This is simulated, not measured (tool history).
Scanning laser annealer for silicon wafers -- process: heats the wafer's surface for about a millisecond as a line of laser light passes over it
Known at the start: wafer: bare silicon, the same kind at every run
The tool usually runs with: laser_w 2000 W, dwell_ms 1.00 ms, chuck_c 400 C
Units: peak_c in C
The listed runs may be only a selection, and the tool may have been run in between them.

run	hour	laser_w	dwell_ms	chuck_c	peak_c
1	0.0	2000	1.00	400	1138
2	11.1	2000	1.00	400	1139
3	23.7	2000	0.79	400	1050
4	36.3	2000	0.79	400	1048
5	44.3	2000	0.79	400	1050
6	58.6	2000	1.00	425	1162
7	66.9	2000	1.00	425	1159
8	75.6	2000	1.00	378	1116
9	90.6	2000	1.00	378	1111
10	99.9	2000	1.00	367	1101
11	111.0	2000	1.00	367	1099
12	122.7	2000	1.00	367	1102
13	132.1	1844	1.00	367	1028
14	140.1	1844	1.00	367	1026
15	147.1	1844	1.00	367	1029
16	157.4	2000	0.80	400	1049
17	174.7	2000	1.23	432	1253
18	191.0	1928	0.82	400	1027
19	200.1	2000	1.00	369	1097
20	214.2	2000	0.94	380	1083
21	225.9	1913	0.80	421	1031
22	241.5	1881	0.91	424	1068
23	253.9	2000	0.91	428	1119
24	261.7	1779	0.97	423	1039
25	271.9	1932	0.91	431	1094
26	283.0	1932	1.06	431	1149

For some of the steps in peak_c from one run to the next: how much would appear even if the tool had no hidden state, given the settings, what came in and random variation, and how much remains for the hidden state plus any gauge scatter that the measured result and the result without hidden state don't share?
The tool's hidden condition here consists of: light that passes the window, % of a clean one's; laser's true power over the reading, %; width of the line over the set one, %; drift of the gauge itself on peak_c, C.
Run 16 -> 17: dwell_ms 0.80 -> 1.23, chuck_c 400 -> 432. peak_c +204 C: hidden state -10, all else +214.
Run 17 -> 18: laser_w 2000 -> 1928, dwell_ms 1.23 -> 0.82, chuck_c 432 -> 400. peak_c -226 C: hidden state +9, all else -235.

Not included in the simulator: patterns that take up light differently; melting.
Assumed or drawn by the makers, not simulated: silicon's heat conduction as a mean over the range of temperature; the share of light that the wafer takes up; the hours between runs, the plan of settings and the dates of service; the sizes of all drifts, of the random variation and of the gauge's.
